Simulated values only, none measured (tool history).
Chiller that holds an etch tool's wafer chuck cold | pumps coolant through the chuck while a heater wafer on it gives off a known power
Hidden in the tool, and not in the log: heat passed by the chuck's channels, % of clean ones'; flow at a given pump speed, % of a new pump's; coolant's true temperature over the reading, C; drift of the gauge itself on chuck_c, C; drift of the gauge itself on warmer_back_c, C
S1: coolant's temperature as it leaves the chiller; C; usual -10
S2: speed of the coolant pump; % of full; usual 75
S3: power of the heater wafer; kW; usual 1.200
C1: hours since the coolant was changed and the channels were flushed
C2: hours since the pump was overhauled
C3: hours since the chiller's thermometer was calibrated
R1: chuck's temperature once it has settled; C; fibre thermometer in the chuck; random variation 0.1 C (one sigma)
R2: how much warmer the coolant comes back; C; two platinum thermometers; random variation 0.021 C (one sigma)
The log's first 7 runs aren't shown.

| run | hour | S1 | S2 | S3 | C1 | C2 | C3 | R1 | R2 |
|---|---|---|---|---|---|---|---|---|---|
| 8 | 301.7 | -17 | 75 | 1.200 | 774 | 2123 | 372 | -6.1 | 3.89 |
| 9 | 332.7 | -10 | 88 | 1.200 | 805 | 2154 | 403 | -0.4 | 3.18 |
| 10 | 384.0 | -10 | 88 | 1.200 | 856 | 2205 | 454 | -0.5 | 3.19 |
| 11 | 418.0 | -9 | 88 | 1.200 | 890 | 2239 | 488 | 0.5 | 3.16 |
| 12 | 474.4 | -9 | 88 | 1.200 | 946 | 2296 | 545 | 0.5 | 3.13 |
| 13 | 535.0 | -9 | 88 | 1.200 | 1007 | 2356 | 605 | 0.5 | 3.08 |
| 14 | 576.6 | -9 | 88 | 1.200 | 1049 | 2398 | 647 | 0.4 | 3.06 |
| 15 | 610.2 | -9 | 88 | 1.200 | 1082 | 2431 | 680 | 0.6 | 3.05 |
| 16 | 650.0 | -10 | 75 | 1.537 | 1122 | 2471 | 720 | 3.9 | 4.86 |
|  | 671.6 | gauge calibrated |
| 17 | 695.7 | -14 | 75 | 1.271 | 1168 | 2517 | 766 | -2.2 | 4.25 |
| 18 | 731.8 | -7 | 86 | 1.271 | 1204 | 2553 | 802 | 3.2 | 3.63 |
| 19 | 780.7 | -10 | 75 | 0.730 | 1253 | 2602 | 851 | -3.3 | 2.41 |
| 20 | 811.8 | -1 | 75 | 1.280 | 1284 | 2633 | 882 | 10.7 | 4.22 |
| 21 | 866.5 | -9 | 86 | 1.296 | 1339 | 2688 | 937 | 1.5 | 3.63 |
| 22 | 920.6 | -9 | 86 | 1.296 | 1393 | 2742 | 991 | 1.7 | 3.59 |
| 23 | 960.3 | -11 | 96 | 1.047 | 1432 | 2781 | 1030 | -3.0 | 2.47 |
| 24 | 1013.6 | -9 | 75 | 1.200 | 1486 | 2835 | 1084 | 2.0 | 3.84 |
| 25 | 1052.4 | -10 | 83 | 1.338 | 1524 | 2874 | 1123 | 1.1 | 3.81 |
| 26 | 1101.9 | -14 | 75 | 1.284 | 1574 | 2923 | 1172 | -2.4 | 4.12 |
| 27 | 1161.8 | -8 | 100 | 1.742 | 1634 | 2983 | 1232 | 4.6 | 3.96 |
| 28 | 1210.9 | -15 | 82 | 0.680 | 1683 | 3032 | 1281 | -9.4 | 1.81 |
| 29 | 1265.0 | 0 | 86 | 0.824 | 1737 | 3086 | 1335 | 6.6 | 2.08 |
| 30 | 1325.1 | 0 | 86 | 0.824 | 1797 | 3146 | 1395 | 6.6 | 2.03 |
| 31 | 1376.4 | -6 | 86 | 0.992 | 1848 | 3198 | 1447 | 2.0 | 2.49 |
| 32 | 1421.0 | -9 | 93 | 1.749 | 1893 | 3242 | 1491 | 4.4 | 4.22 |

Forecast each of these 3 alternatives for the next run:
| A | 1474.2 | -9 | 93 | 1.456 | 1946 | 3295 | 1544 | ? | ? |
| B | 1474.2 | -9 | 65 | 0.851 | 1946 | 3295 | 1544 | ? | ? |
| C | 1474.2 | -9 | 83 | 1.749 | 1946 | 3295 | 1544 | ? | ? |

| run | R1 | R2 |
|---|---|---|
| A | 2.2 | 3.41 |
| B | -0.3 | 2.99 |
| C | 5.7 | 4.83 |
Without the tool's hidden state the same runs would have given:
| run | R1 | R2 |
|---|---|---|
| A | 2.1 | 3.79 |
| B | -0.3 | 3.36 |
| C | 5.7 | 5.20 |

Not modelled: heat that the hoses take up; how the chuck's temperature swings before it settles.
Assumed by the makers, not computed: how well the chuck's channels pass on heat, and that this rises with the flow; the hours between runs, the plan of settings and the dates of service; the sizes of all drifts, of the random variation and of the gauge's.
